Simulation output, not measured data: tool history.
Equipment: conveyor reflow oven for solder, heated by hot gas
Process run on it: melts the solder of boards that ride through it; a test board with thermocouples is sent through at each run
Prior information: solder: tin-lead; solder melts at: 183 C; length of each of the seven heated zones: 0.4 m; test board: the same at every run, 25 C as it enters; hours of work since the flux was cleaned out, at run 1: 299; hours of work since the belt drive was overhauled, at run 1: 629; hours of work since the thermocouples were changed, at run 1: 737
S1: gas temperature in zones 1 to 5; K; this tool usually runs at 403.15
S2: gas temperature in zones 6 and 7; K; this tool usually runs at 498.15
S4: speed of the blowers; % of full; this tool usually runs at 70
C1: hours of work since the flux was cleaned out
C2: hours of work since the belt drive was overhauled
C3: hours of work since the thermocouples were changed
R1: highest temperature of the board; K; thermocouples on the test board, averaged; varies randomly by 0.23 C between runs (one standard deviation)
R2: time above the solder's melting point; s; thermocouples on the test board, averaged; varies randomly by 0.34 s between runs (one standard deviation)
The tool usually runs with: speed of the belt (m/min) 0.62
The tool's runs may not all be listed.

Run 1, hour 0: usual settings; C1 299; C2 629; C3 737. Result: R1 473.85 K, R2 36.5 s.
Run 2, hour 26.9: usual settings; C1 319; C2 649; C3 756. Result: R1 474.15 K, R2 37.2 s.
Run 3, hour 51.5: usual settings; C1 337; C2 667; C3 774. Result: R1 474.05 K, R2 36.6 s.
At hour 86.6: flux residue cleaned out of gas plates and filters.
Run 4, hour 86.6: usual settings; C1 0; C2 689; C3 796. Result: R1 474.35 K, R2 36.6 s.
Run 5, hour 119.3: usual settings; C1 24; C2 713; C3 820. Result: R1 474.25 K, R2 36.9 s.
Run 6, hour 146.3: usual settings but S4 59 % of full; C1 44; C2 732; C3 840. Result: R1 470.75 K, R2 31.8 s.
Run 7, hour 162.5: usual settings but S4 59 % of full; C1 56; C2 744; C3 852. Result: R1 470.85 K, R2 30.6 s.
Run 8, hour 184.1: usual settings but S4 59 % of full; C1 71; C2 760; C3 868. Result: R1 470.65 K, R2 30.4 s.
Run 9, hour 212.1: usual settings but S4 57 % of full; C1 92; C2 780; C3 888. Result: R1 469.45 K, R2 28.9 s.
Run 10, hour 235.4: usual settings but S1 413.15 K; C1 109; C2 798; C3 905. Result: R1 476.55 K, R2 43.1 s.
Run 11, hour 258.5: usual settings but S1 413.15 K, S4 51 % of full; C1 126; C2 814; C3 922. Result: R1 470.35 K, R2 32.4 s.
Run 12, hour 287.3: usual settings but S1 413.15 K, S4 51 % of full; C1 147; C2 836; C3 943. Result: R1 470.55 K, R2 32.3 s.
Run 13, hour 313.4: usual settings but S1 413.15 K, S4 67 % of full; C1 166; C2 855; C3 962. Result: R1 475.75 K, R2 41.8 s.
Run 14, hour 331: usual settings but S1 413.15 K, S4 67 % of full; C1 179; C2 868; C3 975. Result: R1 476.05 K, R2 41.7 s.
Run 15, hour 358.3: usual settings but S1 413.15 K, S4 67 % of full; C1 199; C2 887; C3 995. Result: R1 475.45 K, R2 42.2 s.
Run 16, hour 377.8: usual settings but S1 400.15 K, S2 506.15 K, speed of the belt (m/min) 0.588, S4 58 % of full; C1 213; C2 902; C3 1009. Result: R1 477.25 K, R2 41.3 s.
Run 17, hour 401.9: usual settings but S1 393.15 K, S2 506.15 K, speed of the belt (m/min) 0.588, S4 58 % of full; C1 231; C2 919; C3 1027. Result: R1 475.65 K, R2 38.1 s.
Run 18, hour 419.5: usual settings but S1 398.15 K, S2 490.15 K, speed of the belt (m/min) 0.525, S4 87 % of full; C1 244; C2 932; C3 1040. Result: R1 475.65 K, R2 48.3 s.
Run 19, hour 442.8: usual settings but S1 395.15 K, S2 490.15 K, speed of the belt (m/min) 0.525, S4 87 % of full; C1 261; C2 949; C3 1057. Result: R1 475.15 K, R2 46.5 s.
Run 20, hour 467.5: usual settings but S1 395.15 K, S2 490.15 K, speed of the belt (m/min) 0.524, S4 62 % of full; C1 279; C2 967; C3 1075. Result: R1 470.15 K, R2 35.4 s.
Run 21, hour 500.2: usual settings but S1 395.15 K, S2 490.15 K, speed of the belt (m/min) 0.524, S4 62 % of full; C1 303; C2 991; C3 1099. Result: R1 469.75 K, R2 34.5 s.
Run 22, hour 531.8: usual settings but S1 412.15 K, speed of the belt (m/min) 0.625; C1 326; C2 1014; C3 1122. Result: R1 476.25 K, R2 42.1 s.
Run 23, hour 555.7: usual settings but S1 412.15 K, speed of the belt (m/min) 0.623, S4 52 % of full; C1 343; C2 1032; C3 1140. Result: R1 470.25 K, R2 32.1 s.
At hour 582.3: flux residue cleaned out of gas plates and filters.
Run 24, hour 583.6: usual settings but S1 412.15 K, speed of the belt (m/min) 0.623, S4 52 % of full; C1 1; C2 1049; C3 1156. Result: R1 469.95 K, R2 31.6 s.
Run 25, hour 608.3: usual settings but S1 412.15 K, speed of the belt (m/min) 0.623, S4 52 % of full; C1 19; C2 1067; C3 1174. Result: R1 470.45 K, R2 31.9 s.
Run 26, hour 642.2: usual settings but S1 391.15 K, speed of the belt (m/min) 0.623, S4 83 % of full; C1 44; C2 1092; C3 1199. Result: R1 475.05 K, R2 34.9 s.
Run 27, hour 674.9: usual settings but S1 410.15 K, S2 503.15 K, speed of the belt (m/min) 0.548, S4 89 % of full; C1 68; C2 1116; C3 1223. Result: R1 487.65 K, R2 63.3 s.
Run 28, hour 689.9: usual settings but S1 410.15 K, S2 503.15 K, speed of the belt (m/min) 0.548, S4 89 % of full; C1 79; C2 1127; C3 1234. Result: R1 487.85 K, R2 63.9 s.
Run 29, hour 721.3: usual settings but S1 410.15 K, S2 503.15 K, speed of the belt (m/min) 0.548, S4 89 % of full; C1 102; C2 1149; C3 1257. Result: R1 488.25 K, R2 63.9 s.
Run 30, hour 740.2: usual settings but S2 497.15 K, S4 50 % of full; C1 116; C2 1163; C3 1271. Result: R1 466.25 K, R2 22.5 s.

For each entry between runs, how does the tool's hidden state at the last listed run before it compare with that at the first listed run after it?
In the gap between runs 3 and 4: flux residue cleaned out of gas plates and filters (hour 86.6)
  heat that the gas passes to the board, % of a clean oven's: 99.6 -> 100
In the gap between runs 23 and 24: flux residue cleaned out of gas plates and filters (hour 582.3)
  heat that the gas passes to the board, % of a clean oven's: 99.7 -> 100
